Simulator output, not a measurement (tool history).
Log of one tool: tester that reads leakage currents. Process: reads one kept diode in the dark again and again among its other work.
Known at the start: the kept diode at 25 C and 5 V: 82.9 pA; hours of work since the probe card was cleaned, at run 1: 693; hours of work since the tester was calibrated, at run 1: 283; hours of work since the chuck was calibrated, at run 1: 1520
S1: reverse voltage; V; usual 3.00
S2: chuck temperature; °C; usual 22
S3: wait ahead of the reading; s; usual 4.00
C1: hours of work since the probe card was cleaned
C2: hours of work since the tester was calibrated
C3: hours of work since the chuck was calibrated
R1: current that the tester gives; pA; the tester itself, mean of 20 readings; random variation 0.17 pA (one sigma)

run	day	S1	S2	S3	C1	C2	C3	R1
1	0.000	3.00	22	4.00	693	283	1520	49.63
2	0.829	3.00	22	4.00	704	295	1532	49.46
3	2.412	3.00	22	4.00	726	317	1554	49.62
# day 3.450: chuck's temperature calibrated
4	4.154	3.00	22	4.00	749	340	10	53.96
5	5.421	3.00	22	4.00	767	357	27	54.10
6	6.800	3.00	22	4.00	786	376	46	54.19
7	8.108	3.00	22	0.67	804	394	64	53.82
8	9.062	3.00	22	4.00	817	407	78	53.81
9	9.904	3.00	22	4.00	829	419	89	54.02
10	10.829	3.00	22	4.00	841	432	102	53.78
11	12.533	3.00	22	4.00	865	455	126	53.77
12	13.733	3.00	22	4.25	882	472	142	53.89
13	14.592	3.00	22	4.25	893	484	154	53.83
14	15.700	3.00	22	4.25	909	499	169	53.56
15	17.146	3.00	22	4.25	929	519	189	53.89
16	18.583	3.00	22	4.25	949	539	209	54.00
17	20.338	1.85	22	4.25	973	563	233	43.81
18	22.000	2.20	22	4.00	996	586	256	47.07
19	23.529	3.00	22	4.00	1017	607	278	53.55
20	25.271	2.57	22	4.00	1041	631	302	50.19
21	26.396	2.57	22	0.72	1057	647	317	50.64
22	28.050	2.57	22	0.72	1079	670	340	50.39
23	29.288	3.00	22	7.50	1097	687	357	53.39
24	30.642	7.16	22	0.30	1115	706	376	78.87
# day 30.858: tester calibrated
25	31.625	7.16	22	0.30	1128	11	388	79.07
26	32.467	7.16	22	0.30	1139	22	400	78.93
27	33.500	7.16	30	1.42	1154	37	414	139.02
28	34.262	10.04	22	1.99	1164	47	425	90.08
29	35.825	1.36	28	6.11	1186	69	446	60.27
# day 36.638: tester calibrated, once more
30	37.208	2.63	34	4.00	1204	8	464	121.58
31	38.667	8.56	32	4.00	1224	28	485	172.92
32	40.300	2.91	45	1.27	1247	51	507	270.84
33	41.379	18.86	22	4.00	1261	66	522	118.62
34	42.292	3.00	21	4.00	1274	78	535	49.31
35	43.821	3.00	21	4.00	1295	99	556	49.05
36	45.458	14.76	43	4.00	1318	122	578	461.02
37	47.038	3.58	50	1.14	1340	144	600	407.25
38	48.812	1.12	53	9.30	1364	168	625	306.72
39	50.008	3.00	25	4.00	1381	185	641	66.39
40	51.692	3.85	25	1.71	1404	208	665	73.63

3 ways to go on from here, each from the tool as it stands after run 40. What would each give?
A	53.021	17.61	49	0.33	1422	226	683	?
B	53.021	3.00	57	4.00	1422	226	683	?
C	53.021	3.85	25	1.67	1422	226	683	?

run	R1
A	739.31
B	586.46
C	73.74
Without the tool's hidden state the same runs would have given:
run	R1
A	756.14
B	604.48
C	74.82
